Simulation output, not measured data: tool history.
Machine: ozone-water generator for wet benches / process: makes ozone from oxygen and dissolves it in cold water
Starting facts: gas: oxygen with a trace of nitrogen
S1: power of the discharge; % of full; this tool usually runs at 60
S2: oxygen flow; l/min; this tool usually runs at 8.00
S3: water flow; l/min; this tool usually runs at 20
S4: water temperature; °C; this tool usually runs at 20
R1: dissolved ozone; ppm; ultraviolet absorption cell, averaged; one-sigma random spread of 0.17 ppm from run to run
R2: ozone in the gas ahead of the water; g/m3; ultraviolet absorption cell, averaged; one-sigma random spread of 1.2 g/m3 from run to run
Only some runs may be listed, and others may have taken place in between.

run   hour  S1     S2  S3  S4    R1     R2
  1    0.0  60   8.00  20  20  22.1  217.4
  2   27.8  60   8.00  13  20  28.2  219.5
  3   59.9  60   8.00  29  20  17.0  218.3
  4   78.2  60   8.00  29  20  17.2  217.8
  5  115.2  60   8.00  29  20  17.2  218.9
  6  134.2  60   8.00  20  19  22.7  219.4
  7  170.4  60   8.00  20  17  23.2  218.2
  8  187.2  59   8.00  20  20  21.8  215.8
  9  225.1  60   8.00  20  28  19.1  219.2
 10  247.3  60   8.00  20  20  22.0  218.9
 11  272.6  60   8.00  20  23  20.5  219.0
 12  292.4  84   8.00  20  20  26.6  262.9
 13  326.5  84   8.00  20  20  26.6  264.0
     332.6  -- contactor cleaned
 14  364.5  60   6.08  20  20  23.0  264.0
 15  389.8  73   8.00  20  20  24.2  244.0
 16  421.0  60   8.00  20  20  21.7  215.9
 17  437.2  60   8.00  20  20  21.6  218.0
 18  457.6  45   8.00  15  20  21.9  182.4
 19  489.4  45   8.00  15  20  21.7  184.2
 20  512.8  57   7.31  15  20  25.5  223.8
 21  541.4  87   8.34  16  22  28.9  262.5
     552.2  -- contactor cleaned, once more
 22  572.3  93  11.72  26  20  22.6  217.3
 23  607.9  93  11.72  26  20  22.8  215.5

Estimate the outcome of run 24 from the log above:
 24  640.6  92  13.00  18  24   ?   ?

{"run 24": {"R1": 24.6, "R2": 202.9}}
Minus the tool's unlogged condition, the same run would have read R1 25.5 ppm, R2 208.8 g/m3.

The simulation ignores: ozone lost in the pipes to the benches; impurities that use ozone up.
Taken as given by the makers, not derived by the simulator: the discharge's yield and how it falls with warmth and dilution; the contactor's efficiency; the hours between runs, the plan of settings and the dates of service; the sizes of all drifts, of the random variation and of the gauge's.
